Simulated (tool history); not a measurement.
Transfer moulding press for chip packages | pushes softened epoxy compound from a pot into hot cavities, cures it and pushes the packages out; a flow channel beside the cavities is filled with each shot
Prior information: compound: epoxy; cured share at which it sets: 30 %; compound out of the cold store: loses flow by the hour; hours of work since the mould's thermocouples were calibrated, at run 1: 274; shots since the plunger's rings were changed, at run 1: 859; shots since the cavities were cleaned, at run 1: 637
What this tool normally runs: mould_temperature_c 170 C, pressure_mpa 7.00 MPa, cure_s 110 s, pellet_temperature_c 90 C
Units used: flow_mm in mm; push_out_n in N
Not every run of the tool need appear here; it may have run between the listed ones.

run     day  mould_temperature_c  pressure_mpa  cure_s  pellet_temperature_c  hours of work since the mould's thermocouples were calibrated  shots since the plunger's rings were changed  shots since the cavities were cleaned  incoming compound's hours out of the cold store  flow_mm  push_out_n
  1   0.000                  170          7.00     110                    90                                                            274                                           859                                    637                                             45.7      452         707
      1.188  -- cavities cleaned with cleaning compound and waxed
  2   2.392                  170          7.00     110                    90                                                            308                                          1416                                    289                                             42.2      456         586
  3   3.896                  170          7.00     110                    90                                                            331                                          1776                                    649                                             40.8      456         711
      4.950  -- cavities cleaned with cleaning compound and waxed
  4   4.992                  170          7.00     110                    82                                                            346                                          2023                                      9                                             38.8      463         445
  5   6.546                  170          7.00     110                    82                                                            369                                          2395                                    381                                             11.3      514         662
  6   7.550                  170          7.00     110                    90                                                            384                                          2635                                    621                                             13.6      507         741
      8.825  -- cavities cleaned with cleaning compound and waxed
  7   8.825                  170          7.00     110                    90                                                            402                                          2925                                      0                                             34.4      464         470
  8  10.375                  170          7.00     110                    90                                                            425                                          3296                                    371                                             35.4      456         642
  9  11.804                  170          7.92     110                    90                                                            446                                          3638                                    713                                             31.8      492         749
     12.700  -- cavities cleaned with cleaning compound and waxed
 10  13.846                  170          7.00     110                    90                                                            476                                          4112                                    275                                             44.5      426         586
 11  15.512                  170          7.00     110                    90                                                            501                                          4511                                    674                                             43.5      437         711
     16.542  -- cavities cleaned with cleaning compound and waxed
     16.992  -- mould's thermocouples calibrated
 12  17.675                  170          7.00     110                    90                                                             10                                          4993                                    251                                             18.7      475         558
 13  18.671                  170          7.00     110                    90                                                             25                                          5232                                    490                                             22.6      469         662
 14  19.962                  171          5.73      91                    99                                                             44                                          5541                                    799                                             35.8      394         929
     20.525  -- cavities cleaned with cleaning compound and waxed
     21.525  -- plunger's sealing rings changed
 15  21.567                  173          7.00     129                    90                                                             66                                            10                                    224                                             28.9      491         494
 16  23.504                  174          7.00     110                    90                                                             94                                           474                                    688                                             20.2      498         646
     24.488  -- cavities cleaned with cleaning compound and waxed
 17  25.396                  174          7.00     110                    90                                                            122                                           912                                    219                                             16.0      513         510
 18  26.575                  174          7.00     110                    90                                                            139                                          1193                                    500                                             29.7      483         598
 19  28.158                  174          7.00     110                    90                                                            163                                          1572                                    879                                             21.9      498         694
     28.354  -- cavities cleaned with cleaning compound and waxed
 20  30.342                  174          7.00     110                    90                                                            194                                          2079                                    475                                             24.2      484         619
 21  31.971                  174          7.00     110                    90                                                            218                                          2470                                    866                                             31.3      460         689
     32.196  -- cavities cleaned with cleaning compound and waxed
 22  34.221                  172          7.00     110                    97                                                            251                                          2993                                    485                                             41.9      443         608
 23  35.738                  176          7.00     110                    95                                                            274                                          3356                                    848                                             39.5      441         649
     35.996  -- cavities cleaned with cleaning compound and waxed
 24  37.671                  170          7.00      93                    87                                                            301                                          3804                                    402                                             37.0      450         876
 25  38.654                  170          5.70     112                    87                                                            316                                          4039                                    637                                             40.1      397         691
     39.788  -- cavities cleaned with cleaning compound and waxed
 26  40.962                  173          5.70      94                    87                                                            349                                          4577                                    282                                             11.9      443         711

Forecast each of these 5 alternatives for the next run:
  A  42.338                  166          6.80     110                    84                                                            370                                          4905                                    610                                             14.3        ?           ?
  B  42.338                  177          7.32     121                    87                                                            370                                          4905                                    610                                             18.5        ?           ?
  C  42.338                  178          5.70      94                    84                                                            370                                          4905                                    610                                             34.5        ?           ?
  D  42.338                  173          5.29     103                    87                                                            370                                          4905                                    610                                             14.7        ?           ?
  E  42.338                  170          6.49     116                    80                                                            370                                          4905                                    610                                             22.6        ?           ?

run  flow_mm  push_out_n
  A      485         946
  B      467         608
  C      394         670
  D      415         714
  E      454         701
Stripped of hidden state, with their random variation kept, the same runs would have yielded:
run  flow_mm  push_out_n
  A      527         565
  B      508         390
  C      428         421
  D      451         440
  E      493         436
